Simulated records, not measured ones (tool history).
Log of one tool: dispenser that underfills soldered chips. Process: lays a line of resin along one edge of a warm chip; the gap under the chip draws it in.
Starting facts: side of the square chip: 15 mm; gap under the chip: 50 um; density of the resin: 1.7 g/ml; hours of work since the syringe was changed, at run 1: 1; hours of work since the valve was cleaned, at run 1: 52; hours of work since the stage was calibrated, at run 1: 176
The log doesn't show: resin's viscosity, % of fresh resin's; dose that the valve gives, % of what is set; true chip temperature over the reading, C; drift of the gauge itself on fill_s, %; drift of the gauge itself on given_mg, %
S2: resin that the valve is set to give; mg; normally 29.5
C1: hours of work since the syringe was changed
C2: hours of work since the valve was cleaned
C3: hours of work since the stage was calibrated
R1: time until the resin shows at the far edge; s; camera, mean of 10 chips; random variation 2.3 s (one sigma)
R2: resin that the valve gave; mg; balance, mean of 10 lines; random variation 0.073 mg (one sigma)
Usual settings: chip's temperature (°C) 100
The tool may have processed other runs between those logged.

Run 1, hour 0: usual settings; C1 1; C2 52; C3 176. Result: R1 241.7 s, R2 28.94 mg.
Run 2, hour 4.9: usual settings; C1 4; C2 55; C3 179. Result: R1 272.1 s, R2 28.81 mg.
At hour 7.8: new syringe of resin.
Run 3, hour 11.7: usual settings; C1 2; C2 59; C3 184. Result: R1 254.1 s, R2 28.7 mg.
At hour 17.7: new syringe of resin.
Run 4, hour 19.5: usual settings; C1 1; C2 63; C3 188. Result: R1 242.5 s, R2 28.62 mg.
Run 5, hour 25.2: usual settings but S2 36.6 mg; C1 5; C2 67; C3 192. Result: R1 276.6 s, R2 35.45 mg.
At hour 27.1: new syringe of resin.
Run 6, hour 29.7: usual settings but chip's temperature (°C) 98; C1 2; C2 70; C3 195. Result: R1 255.4 s, R2 28.62 mg.
Run 7, hour 34.5: usual settings but chip's temperature (°C) 112; C1 5; C2 73; C3 198. Result: R1 197.5 s, R2 28.6 mg.
At hour 36.8: new syringe of resin.
At hour 37.8: dispensing valve cleaned and set on the balance.
Run 8, hour 39.1: usual settings but chip's temperature (°C) 112; C1 1; C2 1; C3 200. Result: R1 166.6 s, R2 29.43 mg.
Run 9, hour 43.2: usual settings but chip's temperature (°C) 112; C1 3; C2 3; C3 202. Result: R1 181.8 s, R2 29.5 mg.
At hour 47.4: new syringe of resin.
Run 10, hour 49.6: usual settings; C1 1; C2 7; C3 206. Result: R1 239.6 s, R2 29.44 mg.
Run 11, hour 56.2: usual settings but S2 36.6 mg; C1 6; C2 11; C3 210. Result: R1 279.6 s, R2 36.46 mg.
At hour 56.8: new syringe of resin.
Run 12, hour 63.3: usual settings but S2 36.6 mg; C1 4; C2 16; C3 215. Result: R1 259.3 s, R2 36.37 mg.
At hour 66.4: new syringe of resin.
Run 13, hour 70.8: usual settings but S2 36.6 mg; C1 3; C2 20; C3 219. Result: R1 247.9 s, R2 36.56 mg.
At hour 76: new syringe of resin.
Run 14, hour 77.6: usual settings but S2 36.6 mg; C1 1; C2 24; C3 223. Result: R1 234.1 s, R2 36.21 mg.
Run 15, hour 84.2: usual settings but S2 36.6 mg; C1 5; C2 29; C3 227. Result: R1 276.9 s, R2 36.08 mg.
At hour 85.4: new syringe of resin.
Run 16, hour 89.3: usual settings but chip's temperature (°C) 95; C1 2; C2 32; C3 231. Result: R1 294.6 s, R2 29.03 mg.
Run 17, hour 93.1: usual settings but chip's temperature (°C) 108; C1 5; C2 34; C3 233. Result: R1 223.9 s, R2 29 mg.
At hour 94.9: new syringe of resin.
Run 18, hour 98.8: usual settings; C1 2; C2 37; C3 236. Result: R1 254.4 s, R2 28.98 mg.
At hour 104.7: new syringe of resin.
Run 19, hour 105.1: usual settings but chip's temperature (°C) 105; C1 0; C2 41; C3 240. Result: R1 200.7 s, R2 28.99 mg.
Run 20, hour 111.1: usual settings but chip's temperature (°C) 95, S2 38.2 mg; C1 4; C2 45; C3 244. Result: R1 307.2 s, R2 37.47 mg.
At hour 114.6: new syringe of resin.
Run 21, hour 118.3: usual settings but chip's temperature (°C) 87, S2 33.7 mg; C1 2; C2 49; C3 248. Result: R1 360.5 s, R2 33.19 mg.
At hour 124.3: new syringe of resin.
Run 22, hour 125.8: usual settings but chip's temperature (°C) 94, S2 35.4 mg; C1 1; C2 54; C3 253. Result: R1 278.5 s, R2 34.75 mg.
Run 23, hour 132.4: usual settings but chip's temperature (°C) 90, S2 26 mg; C1 5; C2 58; C3 257. Result: R1 394.1 s, R2 25.29 mg.
At hour 134.1: new syringe of resin.
Run 24, hour 138.5: usual settings but chip's temperature (°C) 86, S2 26.9 mg; C1 3; C2 62; C3 261. Result: R1 394.3 s, R2 26.15 mg.
At hour 143.5: new syringe of resin.
Run 25, hour 144.6: usual settings but chip's temperature (°C) 97, S2 26.9 mg; C1 1; C2 66; C3 264. Result: R1 258.2 s, R2 26.18 mg.
Run 26, hour 148.7: usual settings but chip's temperature (°C) 97, S2 26.9 mg; C1 3; C2 68; C3 267. Result: R1 284.2 s, R2 25.95 mg.
At hour 153.3: new syringe of resin.
Run 27, hour 154.7: usual settings but chip's temperature (°C) 109, S2 35.1 mg; C1 1; C2 72; C3 271. Result: R1 173.1 s, R2 33.92 mg.
At hour 159.1: dispensing valve cleaned and set on the balance.
Run 28, hour 162.5: usual settings but chip's temperature (°C) 94, S2 37.7 mg; C1 5; C2 2; C3 275. Result: R1 332.6 s, R2 37.48 mg.
At hour 164: new syringe of resin.
Run 29, hour 166.9: usual settings but chip's temperature (°C) 94, S2 37.7 mg; C1 2; C2 5; C3 277. Result: R1 286.6 s, R2 37.53 mg.
Run 30, hour 172.7: usual settings but chip's temperature (°C) 115, S2 31.8 mg; C1 6; C2 8; C3 281. Result: R1 186.6 s, R2 31.55 mg.
At hour 173.6: new syringe of resin.
Run 31, hour 176.7: usual settings but chip's temperature (°C) 106, S2 25.7 mg; C1 2; C2 11; C3 283. Result: R1 213.5 s, R2 25.57 mg.
At hour 183.4: new syringe of resin.
Run 32, hour 184.5: usual settings but chip's temperature (°C) 106, S2 37.3 mg; C1 1; C2 16; C3 288. Result: R1 192.3 s, R2 36.84 mg.
Run 33, hour 192: usual settings but chip's temperature (°C) 106, S2 37.3 mg; C1 5; C2 20; C3 293. Result: R1 232.1 s, R2 36.96 mg.
At hour 193.3: new syringe of resin.
Run 34, hour 197.5: usual settings but chip's temperature (°C) 106, S2 37.3 mg; C1 3; C2 24; C3 296. Result: R1 203.7 s, R2 36.85 mg.
At hour 203.1: new syringe of resin.
Run 35, hour 204.2: usual settings but chip's temperature (°C) 106, S2 37.3 mg; C1 1; C2 28; C3 300. Result: R1 192.4 s, R2 36.74 mg.

Here are 4 independent what-if runs from the current tool condition. What would each one return?
Run A, hour 211.9: usual settings but chip's temperature (°C) 106; C1 6; C2 32; C3 305. Result: R1 ?, R2 ?.
Run B, hour 211.9: usual settings but chip's temperature (°C) 96, S2 37.3 mg; C1 6; C2 32; C3 305. Result: R1 ?, R2 ?.
Run C, hour 211.9: usual settings but chip's temperature (°C) 94, S2 28.8 mg; C1 6; C2 32; C3 305. Result: R1 ?, R2 ?.
Run D, hour 211.9: usual settings but chip's temperature (°C) 107, S2 29.2 mg; C1 6; C2 32; C3 305. Result: R1 ?, R2 ?.

run     R1     R2
  A  239.8  29.06
  B  311.6  36.71
  C  337.7  28.36
  D  236.6  28.81
Stripped of hidden state, with their random variation kept, the same runs would have yielded:
run     R1     R2
  A  193.9  29.53
  B  252.8  37.31
  C  273.6  28.82
  D  191.2  29.28
